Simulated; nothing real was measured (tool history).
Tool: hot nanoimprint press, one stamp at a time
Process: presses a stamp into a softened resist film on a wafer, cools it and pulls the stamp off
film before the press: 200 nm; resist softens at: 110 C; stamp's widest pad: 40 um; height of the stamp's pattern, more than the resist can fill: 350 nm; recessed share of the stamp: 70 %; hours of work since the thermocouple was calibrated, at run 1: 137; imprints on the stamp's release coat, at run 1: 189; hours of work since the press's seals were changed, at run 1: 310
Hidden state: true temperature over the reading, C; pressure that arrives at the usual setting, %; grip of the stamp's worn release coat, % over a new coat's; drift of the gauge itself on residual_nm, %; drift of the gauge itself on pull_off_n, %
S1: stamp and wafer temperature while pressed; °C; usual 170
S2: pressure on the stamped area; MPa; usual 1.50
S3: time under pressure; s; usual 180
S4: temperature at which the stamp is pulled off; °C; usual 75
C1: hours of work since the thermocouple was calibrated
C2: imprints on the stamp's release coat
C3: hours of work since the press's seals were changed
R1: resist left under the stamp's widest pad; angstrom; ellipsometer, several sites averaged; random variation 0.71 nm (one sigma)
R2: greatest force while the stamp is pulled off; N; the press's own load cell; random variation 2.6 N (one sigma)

run 1 day=0.000 | S1=170 S2=1.50 S3=180 S4=75 | C1=137 C2=189 C3=310 | R1=1092 R2=122
run 2 day=0.700 | S1=167 S2=1.50 S3=180 S4=75 | C1=150 C2=287 C3=323 | R1=1220 R2=124
run 3 day=1.475 | S1=167 S2=1.50 S3=180 S4=75 | C1=164 C2=395 C3=337 | R1=1230 R2=131
run 4 day=2.396 | S1=167 S2=1.50 S3=180 S4=75 | C1=181 C2=522 C3=354 | R1=1232 R2=125
run 5 day=3.246 | S1=167 S2=1.98 S3=180 S4=75 | C1=197 C2=641 C3=370 | R1=1099 R2=137
-- day=3.967 stamp cleaned and given a new release coat
run 6 day=4.188 | S1=167 S2=1.98 S3=180 S4=75 | C1=210 C2=31 C3=383 | R1=1083 R2=118
run 7 day=4.592 | S1=170 S2=1.50 S3=180 S4=75 | C1=217 C2=87 C3=390 | R1=1104 R2=121
run 8 day=5.354 | S1=170 S2=1.50 S3=180 S4=75 | C1=231 C2=193 C3=404 | R1=1107 R2=122
run 9 day=6.096 | S1=170 S2=1.50 S3=180 S4=75 | C1=245 C2=297 C3=418 | R1=1115 R2=125
-- day=7.017 plate thermocouple calibrated
run 10 day=7.129 | S1=170 S2=1.50 S3=180 S4=75 | C1=2 C2=423 C3=435 | R1=1120 R2=136
run 11 day=8.000 | S1=170 S2=1.50 S3=180 S4=75 | C1=18 C2=544 C3=451 | R1=1136 R2=135
run 12 day=8.883 | S1=170 S2=1.50 S3=180 S4=75 | C1=34 C2=667 C3=467 | R1=1129 R2=138
-- day=9.388 stamp cleaned and given a new release coat
run 13 day=9.821 | S1=170 S2=1.50 S3=147 S4=75 | C1=47 C2=61 C3=480 | R1=1204 R2=122
-- day=10.633 plate thermocouple calibrated, once more
run 14 day=10.817 | S1=170 S2=1.50 S3=147 S4=75 | C1=3 C2=182 C3=496 | R1=1135 R2=125
run 15 day=11.208 | S1=170 S2=1.50 S3=147 S4=75 | C1=11 C2=236 C3=503 | R1=1131 R2=126
run 16 day=11.917 | S1=168 S2=1.50 S3=180 S4=75 | C1=24 C2=335 C3=516 | R1=1166 R2=121
run 17 day=12.671 | S1=168 S2=1.50 S3=340 S4=75 | C1=38 C2=440 C3=530 | R1=936 R2=133
run 18 day=13.483 | S1=170 S2=1.50 S3=180 S4=64 | C1=53 C2=553 C3=545 | R1=1082 R2=146
run 19 day=14.158 | S1=170 S2=1.50 S3=180 S4=64 | C1=65 C2=646 C3=557 | R1=1066 R2=146
-- day=14.771 stamp cleaned and given a new release coat
run 20 day=14.862 | S1=162 S2=1.50 S3=348 S4=64 | C1=73 C2=13 C3=566 | R1=1211 R2=128
run 21 day=15.817 | S1=159 S2=1.50 S3=120 S4=66 | C1=91 C2=146 C3=583 | R1=1670 R2=131
run 22 day=16.342 | S1=159 S2=1.50 S3=120 S4=66 | C1=101 C2=219 C3=593 | R1=1670 R2=130
run 23 day=17.062 | S1=180 S2=2.39 S3=135 S4=63 | C1=114 C2=319 C3=606 | R1=645 R2=140
run 24 day=18.000 | S1=171 S2=1.50 S3=180 S4=70 | C1=131 C2=449 C3=624 | R1=1057 R2=137
run 25 day=18.412 | S1=169 S2=1.50 S3=180 S4=75 | C1=139 C2=507 C3=631 | R1=1122 R2=136
run 26 day=18.917 | S1=169 S2=0.94 S3=180 S4=75 | C1=148 C2=577 C3=640 | R1=1360 R2=137
run 27 day=19.371 | S1=169 S2=0.94 S3=180 S4=75 | C1=156 C2=640 C3=649 | R1=1359 R2=141
-- day=20.042 stamp cleaned and given a new release coat
run 28 day=20.042 | S1=172 S2=1.28 S3=180 S4=75 | C1=164 C2=0 C3=657 | R1=1101 R2=119
run 29 day=20.962 | S1=172 S2=2.24 S3=133 S4=69 | C1=181 C2=128 C3=674 | R1=922 R2=130
run 30 day=21.412 | S1=163 S2=1.50 S3=180 S4=67 | C1=189 C2=190 C3=682 | R1=1399 R2=134
run 31 day=22.292 | S1=163 S2=1.50 S3=180 S4=67 | C1=206 C2=313 C3=698 | R1=1410 R2=134

3 ways to go on from here, each from the tool as it stands after run 31. What would each give?
run A day=23.183 | S1=170 S2=2.07 S3=231 S4=75 | C1=222 C2=437 C3=714 | R1=? R2=?
run B day=23.183 | S1=163 S2=1.19 S3=196 S4=63 | C1=222 C2=437 C3=714 | R1=? R2=?
run C day=23.183 | S1=170 S2=1.42 S3=180 S4=75 | C1=222 C2=437 C3=714 | R1=? R2=?

run=A R1=879 R2=132
run=B R1=1490 R2=142
run=C R1=1130 R2=132
Without the tool's hidden state the same runs would have given:
run=A R1=838 R2=119
run=B R1=1451 R2=127
run=C R1=1089 R2=119

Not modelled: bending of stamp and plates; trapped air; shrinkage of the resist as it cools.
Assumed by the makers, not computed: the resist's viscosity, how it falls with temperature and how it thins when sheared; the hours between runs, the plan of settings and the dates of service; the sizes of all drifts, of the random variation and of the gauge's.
